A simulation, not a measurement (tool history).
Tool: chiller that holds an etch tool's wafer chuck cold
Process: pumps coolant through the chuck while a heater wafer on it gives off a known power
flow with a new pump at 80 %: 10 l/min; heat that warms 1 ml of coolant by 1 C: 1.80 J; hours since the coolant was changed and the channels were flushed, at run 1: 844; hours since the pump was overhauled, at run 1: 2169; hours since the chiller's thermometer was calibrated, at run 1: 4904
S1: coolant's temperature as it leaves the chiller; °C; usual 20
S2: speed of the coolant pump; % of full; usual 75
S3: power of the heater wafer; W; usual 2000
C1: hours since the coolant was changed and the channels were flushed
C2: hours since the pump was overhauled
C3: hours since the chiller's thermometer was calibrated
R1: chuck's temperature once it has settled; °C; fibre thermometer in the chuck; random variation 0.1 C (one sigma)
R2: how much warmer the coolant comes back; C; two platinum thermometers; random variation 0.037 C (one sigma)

run	hour	S1	S2	S3	C1	C2	C3	R1	R2
1	0	20	75	2000	844	2169	4904	33.7	7.2
2	81.5	26	75	2000	926	2251	4985	39.9	7.21
3	227	11	75	2000	1071	2396	5131	24.7	7.3
# hour 236.3: chiller's thermometer calibrated
4	395.6	11	75	2000	1239	2564	159	24.7	7.19
5	481.2	11	75	2000	1324	2650	245	24.8	7.19
6	619.5	11	75	2000	1463	2788	383	24.6	7.29
7	792	11	75	2000	1635	2960	556	24.7	7.28
8	885	20	75	2000	1728	3053	649	33.7	7.22
9	1069.3	16	75	2000	1912	3238	833	29.7	7.26
10	1237.5	12	75	2000	2081	3406	1001	25.7	7.33
11	1383.2	12	75	2000	2226	3552	1147	25.8	7.32
12	1529.2	20	75	2000	2372	3698	1293	33.7	7.32
13	1628.1	20	75	2124	2471	3797	1392	34.5	7.72
14	1724.3	12	87	1011	2567	3893	1488	18.3	3.21
15	1799.1	21	61	1383	2642	3968	1563	32.1	6.42
16	1886	21	61	1383	2729	4054	1650	32	6.46
17	2046.8	14	61	2682	2890	4215	1810	35.4	12.32
18	2221.1	14	61	2682	3064	4390	1985	35.2	12.33
19	2374	14	61	2192	3217	4542	2138	31.3	10.11
# hour 2413.2: gauge calibrated
20	2500.9	14	94	2192	3344	4669	2265	26.7	6.11
21	2672.9	14	94	2192	3516	4841	2437	26.7	6.08
22	2796.7	15	70	2192	3640	4965	2560	31	8.56

Forecast run 23:
23	2966.9	20	75	2473	3810	5135	2731	?	?

{"run 23": {"R1": 36.8, "R2": 8.94}}
Without the tool's hidden state the same run would have given R1 36.8 °C, R2 8.88 C.
